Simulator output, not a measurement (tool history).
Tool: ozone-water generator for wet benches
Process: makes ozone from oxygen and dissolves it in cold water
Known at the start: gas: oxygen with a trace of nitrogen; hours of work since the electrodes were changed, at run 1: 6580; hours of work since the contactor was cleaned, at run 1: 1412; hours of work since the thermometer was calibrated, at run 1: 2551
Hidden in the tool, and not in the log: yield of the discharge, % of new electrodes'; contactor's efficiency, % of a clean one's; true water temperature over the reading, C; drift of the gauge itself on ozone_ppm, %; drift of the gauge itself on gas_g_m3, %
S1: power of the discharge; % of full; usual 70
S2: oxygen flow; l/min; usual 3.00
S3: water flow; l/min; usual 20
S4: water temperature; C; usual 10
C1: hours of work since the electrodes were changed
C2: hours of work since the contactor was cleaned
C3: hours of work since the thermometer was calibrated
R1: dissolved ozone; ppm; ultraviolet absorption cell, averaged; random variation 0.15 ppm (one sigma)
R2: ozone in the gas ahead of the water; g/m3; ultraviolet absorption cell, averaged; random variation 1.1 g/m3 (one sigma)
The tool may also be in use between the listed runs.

run	hour	S1	S2	S3	S4	C1	C2	C3	R1	R2
1	0.0	70	3.00	20	10	6580	1412	2551	16.8	189.4
2	150.5	42	3.00	20	10	6726	1559	2698	11.7	128.7
3	241.9	42	3.00	20	10	6815	1648	2787	11.6	129.9
4	372.7	42	3.00	20	10	6943	1775	2914	11.9	129.2
5	513.3	70	3.00	20	10	7080	1912	3051	16.9	187.9
6	708.5	70	3.00	20	10	7270	2102	3241	16.5	184.5
# hour 726.8: water thermometer calibrated
7	885.5	70	3.00	20	10	7442	2274	155	16.7	185.9
8	973.7	70	3.00	20	10	7528	2360	241	16.7	185.2
9	1148.2	43	1.81	20	10	7698	2530	411	9.5	155.3
# hour 1259.3: water thermometer calibrated, once more
10	1297.1	43	1.81	20	10	7843	2675	37	9.4	153.6
11	1388.6	70	3.00	25	7	7932	2764	126	13.3	183.6
12	1509.9	70	3.00	25	7	8050	2882	244	13.6	184.1
13	1628.5	70	3.00	25	7	8166	2998	360	13.4	184.2
14	1775.8	58	3.00	20	10	8309	3141	503	14.4	160.9
15	1938.0	58	2.02	20	10	8467	3299	661	12.2	182.6
16	2066.8	58	2.02	20	10	8593	3425	787	12.2	181.4

Forecast each of these 3 alternatives for the next run:
A	2249.6	94	2.02	20	14	8771	3603	965	?	?
B	2249.6	84	2.02	28	10	8771	3603	965	?	?
C	2249.6	70	2.20	23	10	8771	3603	965	?	?

run	R1	R2
A	16.9	258.8
B	10.7	237.3
C	12.1	202.9
Without the tool's hidden state the same runs would have given:
run	R1	R2
A	19.1	289.9
B	12.0	263.7
C	13.4	222.7

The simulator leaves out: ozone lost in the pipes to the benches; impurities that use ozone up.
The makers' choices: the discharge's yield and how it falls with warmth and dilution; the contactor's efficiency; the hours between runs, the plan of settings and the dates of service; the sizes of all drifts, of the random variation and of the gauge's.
